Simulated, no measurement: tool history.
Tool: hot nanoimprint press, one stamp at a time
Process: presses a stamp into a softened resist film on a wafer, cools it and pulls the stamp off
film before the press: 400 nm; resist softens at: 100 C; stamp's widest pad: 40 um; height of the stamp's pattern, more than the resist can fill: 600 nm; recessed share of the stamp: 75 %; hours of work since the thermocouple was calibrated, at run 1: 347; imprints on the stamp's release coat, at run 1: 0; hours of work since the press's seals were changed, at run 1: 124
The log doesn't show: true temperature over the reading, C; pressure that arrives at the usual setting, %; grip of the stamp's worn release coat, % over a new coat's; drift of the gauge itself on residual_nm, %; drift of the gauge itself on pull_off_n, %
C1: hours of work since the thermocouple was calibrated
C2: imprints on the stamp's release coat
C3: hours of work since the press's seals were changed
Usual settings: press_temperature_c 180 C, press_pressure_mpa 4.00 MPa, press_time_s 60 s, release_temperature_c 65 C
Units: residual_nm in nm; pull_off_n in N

run 1 day=0.000 | press_temperature_c=180 press_pressure_mpa=4.00 press_time_s=60 release_temperature_c=65 | C1=347 C2=0 C3=124 | residual_nm=228.8 pull_off_n=213
run 2 day=1.208 | press_temperature_c=180 press_pressure_mpa=4.00 press_time_s=60 release_temperature_c=65 | C1=370 C2=174 C3=147 | residual_nm=230.1 pull_off_n=223
run 3 day=1.975 | press_temperature_c=180 press_pressure_mpa=2.82 press_time_s=60 release_temperature_c=65 | C1=385 C2=284 C3=162 | residual_nm=258.4 pull_off_n=224
run 4 day=3.350 | press_temperature_c=180 press_pressure_mpa=4.00 press_time_s=49 release_temperature_c=65 | C1=411 C2=483 C3=188 | residual_nm=244.0 pull_off_n=248
run 5 day=4.783 | press_temperature_c=180 press_pressure_mpa=4.00 press_time_s=49 release_temperature_c=56 | C1=439 C2=689 C3=216 | residual_nm=249.0 pull_off_n=311
run 6 day=5.683 | press_temperature_c=180 press_pressure_mpa=3.06 press_time_s=60 release_temperature_c=65 | C1=456 C2=819 C3=233 | residual_nm=257.0 pull_off_n=274
-- day=6.154 stamp cleaned and given a new release coat
run 7 day=6.754 | press_temperature_c=171 press_pressure_mpa=4.00 press_time_s=60 release_temperature_c=65 | C1=472 C2=86 C3=249 | residual_nm=294.3 pull_off_n=221
run 8 day=7.679 | press_temperature_c=171 press_pressure_mpa=4.00 press_time_s=60 release_temperature_c=65 | C1=490 C2=220 C3=266 | residual_nm=294.5 pull_off_n=229
run 9 day=8.350 | press_temperature_c=180 press_pressure_mpa=4.00 press_time_s=60 release_temperature_c=65 | C1=502 C2=316 C3=279 | residual_nm=234.7 pull_off_n=238
run 10 day=9.329 | press_temperature_c=180 press_pressure_mpa=4.00 press_time_s=60 release_temperature_c=65 | C1=521 C2=457 C3=298 | residual_nm=234.9 pull_off_n=237
-- day=9.704 plate thermocouple calibrated
run 11 day=10.367 | press_temperature_c=180 press_pressure_mpa=4.00 press_time_s=60 release_temperature_c=65 | C1=13 C2=589 C3=316 | residual_nm=221.8 pull_off_n=242
run 12 day=11.692 | press_temperature_c=180 press_pressure_mpa=4.00 press_time_s=60 release_temperature_c=65 | C1=38 C2=780 C3=341 | residual_nm=221.2 pull_off_n=269
-- day=12.412 stamp cleaned and given a new release coat
run 13 day=13.067 | press_temperature_c=180 press_pressure_mpa=4.00 press_time_s=60 release_temperature_c=65 | C1=60 C2=94 C3=363 | residual_nm=221.2 pull_off_n=212
run 14 day=14.238 | press_temperature_c=180 press_pressure_mpa=4.00 press_time_s=60 release_temperature_c=65 | C1=82 C2=263 C3=385 | residual_nm=223.1 pull_off_n=215
run 15 day=15.317 | press_temperature_c=180 press_pressure_mpa=4.00 press_time_s=60 release_temperature_c=65 | C1=103 C2=419 C3=406 | residual_nm=223.5 pull_off_n=235
run 16 day=16.754 | press_temperature_c=185 press_pressure_mpa=4.00 press_time_s=35 release_temperature_c=65 | C1=130 C2=626 C3=433 | residual_nm=234.1 pull_off_n=241
run 17 day=17.379 | press_temperature_c=180 press_pressure_mpa=4.00 press_time_s=101 release_temperature_c=53 | C1=142 C2=716 C3=445 | residual_nm=188.6 pull_off_n=320
run 18 day=18.054 | press_temperature_c=189 press_pressure_mpa=4.00 press_time_s=101 release_temperature_c=53 | C1=155 C2=813 C3=458 | residual_nm=139.6 pull_off_n=331
-- day=18.567 stamp cleaned and given a new release coat
run 19 day=19.362 | press_temperature_c=189 press_pressure_mpa=4.00 press_time_s=101 release_temperature_c=53 | C1=176 C2=115 C3=478 | residual_nm=143.1 pull_off_n=271
run 20 day=20.350 | press_temperature_c=180 press_pressure_mpa=3.43 press_time_s=60 release_temperature_c=69 | C1=195 C2=257 C3=497 | residual_nm=237.2 pull_off_n=207
run 21 day=21.325 | press_temperature_c=180 press_pressure_mpa=3.43 press_time_s=60 release_temperature_c=69 | C1=213 C2=398 C3=516 | residual_nm=241.4 pull_off_n=220
run 22 day=22.542 | press_temperature_c=180 press_pressure_mpa=2.57 press_time_s=41 release_temperature_c=55 | C1=237 C2=573 C3=539 | residual_nm=291.6 pull_off_n=313
run 23 day=23.842 | press_temperature_c=180 press_pressure_mpa=2.57 press_time_s=41 release_temperature_c=55 | C1=262 C2=760 C3=564 | residual_nm=293.6 pull_off_n=324
-- day=24.696 stamp cleaned and given a new release coat
run 24 day=24.846 | press_temperature_c=170 press_pressure_mpa=4.00 press_time_s=60 release_temperature_c=65 | C1=276 C2=22 C3=579 | residual_nm=300.2 pull_off_n=208
run 25 day=25.642 | press_temperature_c=180 press_pressure_mpa=4.00 press_time_s=74 release_temperature_c=70 | C1=291 C2=137 C3=594 | residual_nm=215.0 pull_off_n=191
run 26 day=26.658 | press_temperature_c=174 press_pressure_mpa=6.13 press_time_s=100 release_temperature_c=72 | C1=311 C2=283 C3=614 | residual_nm=198.7 pull_off_n=189
run 27 day=28.121 | press_temperature_c=174 press_pressure_mpa=6.13 press_time_s=100 release_temperature_c=72 | C1=339 C2=494 C3=642 | residual_nm=199.2 pull_off_n=202
run 28 day=28.892 | press_temperature_c=174 press_pressure_mpa=6.13 press_time_s=100 release_temperature_c=72 | C1=354 C2=605 C3=656 | residual_nm=200.4 pull_off_n=210
run 29 day=30.338 | press_temperature_c=180 press_pressure_mpa=4.00 press_time_s=54 release_temperature_c=65 | C1=381 C2=814 C3=684 | residual_nm=239.9 pull_off_n=271

The same runs without the tool's hidden state, with the same run-to-run variation:
run=1 residual_nm=217.5 pull_off_n=205
run=2 residual_nm=217.9 pull_off_n=202
run=3 residual_nm=246.2 pull_off_n=195
run=4 residual_nm=230.2 pull_off_n=203
run=5 residual_nm=234.1 pull_off_n=241
run=6 residual_nm=242.0 pull_off_n=202
run=7 residual_nm=277.7 pull_off_n=204
run=8 residual_nm=277.2 pull_off_n=202
run=9 residual_nm=217.5 pull_off_n=203
run=10 residual_nm=217.0 pull_off_n=194
run=11 residual_nm=219.2 pull_off_n=201
run=12 residual_nm=217.7 pull_off_n=211
run=13 residual_nm=216.9 pull_off_n=204
run=14 residual_nm=218.0 pull_off_n=195
run=15 residual_nm=217.6 pull_off_n=203
run=16 residual_nm=227.4 pull_off_n=195
run=17 residual_nm=181.8 pull_off_n=254
run=18 residual_nm=134.0 pull_off_n=254
run=19 residual_nm=136.8 pull_off_n=257
run=20 residual_nm=228.3 pull_off_n=186
run=21 residual_nm=231.8 pull_off_n=188
run=22 residual_nm=282.8 pull_off_n=256
run=23 residual_nm=284.0 pull_off_n=250
run=24 residual_nm=287.5 pull_off_n=200
run=25 residual_nm=202.1 pull_off_n=176
run=26 residual_nm=182.5 pull_off_n=166
run=27 residual_nm=181.8 pull_off_n=165
run=28 residual_nm=182.4 pull_off_n=165
run=29 residual_nm=223.4 pull_off_n=202
